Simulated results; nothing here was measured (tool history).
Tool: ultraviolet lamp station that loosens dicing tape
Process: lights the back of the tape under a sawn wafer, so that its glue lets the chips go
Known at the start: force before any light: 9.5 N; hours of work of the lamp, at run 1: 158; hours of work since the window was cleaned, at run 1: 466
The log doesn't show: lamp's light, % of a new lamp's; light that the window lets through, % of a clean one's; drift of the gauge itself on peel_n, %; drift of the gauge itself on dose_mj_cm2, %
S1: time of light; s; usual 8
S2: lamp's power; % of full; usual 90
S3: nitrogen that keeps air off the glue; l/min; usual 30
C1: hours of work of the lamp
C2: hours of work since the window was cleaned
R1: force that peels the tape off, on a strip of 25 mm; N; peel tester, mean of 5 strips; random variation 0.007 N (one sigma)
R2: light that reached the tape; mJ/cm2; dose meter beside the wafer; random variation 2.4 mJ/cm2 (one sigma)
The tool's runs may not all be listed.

{"run": 1, "hour": 0.0, "S1": 8, "S2": 90, "S3": 30, "C1": 158, "C2": 466, "R1": 0.333, "R2": 242}
{"run": 2, "hour": 9.4, "S1": 8, "S2": 90, "S3": 30, "C1": 163, "C2": 472, "R1": 0.338, "R2": 232}
{"run": 3, "hour": 19.6, "S1": 8, "S2": 90, "S3": 30, "C1": 169, "C2": 478, "R1": 0.344, "R2": 238}
{"run": 4, "hour": 32.3, "S1": 8, "S2": 90, "S3": 21, "C1": 176, "C2": 485, "R1": 0.426, "R2": 240}
{"run": 5, "hour": 45.4, "S1": 8, "S2": 90, "S3": 21, "C1": 184, "C2": 492, "R1": 0.44, "R2": 236}
{"run": 6, "hour": 52.3, "S1": 13, "S2": 90, "S3": 21, "C1": 188, "C2": 496, "R1": 0.123, "R2": 385}
{"run": 7, "hour": 62.5, "S1": 13, "S2": 90, "S3": 21, "C1": 194, "C2": 502, "R1": 0.128, "R2": 387}
{"run": 8, "hour": 72.9, "S1": 13, "S2": 90, "S3": 21, "C1": 200, "C2": 508, "R1": 0.136, "R2": 380}
{"run": 9, "hour": 83.3, "S1": 13, "S2": 90, "S3": 21, "C1": 205, "C2": 514, "R1": 0.125, "R2": 387}
{"run": 10, "hour": 95.5, "S1": 13, "S2": 90, "S3": 47, "C1": 212, "C2": 521, "R1": 0.1, "R2": 380}
{"run": 11, "hour": 106.7, "S1": 8, "S2": 90, "S3": 30, "C1": 219, "C2": 527, "R1": 0.361, "R2": 236}
{"run": 12, "hour": 120.0, "S1": 9, "S2": 90, "S3": 30, "C1": 226, "C2": 535, "R1": 0.247, "R2": 263}
{"run": 13, "hour": 125.7, "S1": 14, "S2": 70, "S3": 15, "C1": 229, "C2": 538, "R1": 0.247, "R2": 318}
{"run": 14, "hour": 137.2, "S1": 14, "S2": 70, "S3": 15, "C1": 236, "C2": 544, "R1": 0.252, "R2": 315}
{"run": 15, "hour": 143.6, "S1": 14, "S2": 70, "S3": 15, "C1": 240, "C2": 548, "R1": 0.254, "R2": 317}
{"run": 16, "hour": 151.8, "S1": 4, "S2": 89, "S3": 42, "C1": 244, "C2": 553, "R1": 1.529, "R2": 118}
{"run": 17, "hour": 159.3, "S1": 7, "S2": 99, "S3": 11, "C1": 249, "C2": 557, "R1": 0.79, "R2": 223}
{"run": 18, "hour": 165.3, "S1": 8, "S2": 78, "S3": 55, "C1": 252, "C2": 560, "R1": 0.389, "R2": 202}
{"run": 19, "hour": 175.6, "S1": 8, "S2": 66, "S3": 10, "C1": 258, "C2": 566, "R1": 1.496, "R2": 172}
{"run": 20, "hour": 188.8, "S1": 8, "S2": 72, "S3": 36, "C1": 265, "C2": 574, "R1": 0.591, "R2": 184}
{"run": 21, "hour": 198.6, "S1": 15, "S2": 72, "S3": 36, "C1": 271, "C2": 579, "R1": 0.119, "R2": 348}
{"run": 22, "hour": 210.6, "S1": 9, "S2": 78, "S3": 54, "C1": 278, "C2": 586, "R1": 0.293, "R2": 223}

Measured less the same run without the tool's hidden state. The same run-to-run variation is in both; the gauge's scatter may not be:
run=1 R1=+0.088 R2=-29
run=2 R1=+0.091 R2=-28
run=3 R1=+0.097 R2=-30
run=4 R1=+0.118 R2=-31
run=5 R1=+0.124 R2=-31
run=6 R1=+0.023 R2=-51
run=7 R1=+0.024 R2=-52
run=8 R1=+0.025 R2=-52
run=9 R1=+0.024 R2=-53
run=10 R1=+0.010 R2=-54
run=11 R1=+0.113 R2=-34
run=12 R1=+0.079 R2=-40
run=13 R1=+0.078 R2=-47
run=14 R1=+0.078 R2=-49
run=15 R1=+0.080 R2=-49
run=16 R1=+0.367 R2=-18
run=17 R1=+0.237 R2=-36
run=18 R1=+0.130 R2=-32
run=19 R1=+0.379 R2=-28
run=20 R1=+0.197 R2=-30
run=21 R1=+0.026 R2=-58
run=22 R1=+0.104 R2=-39
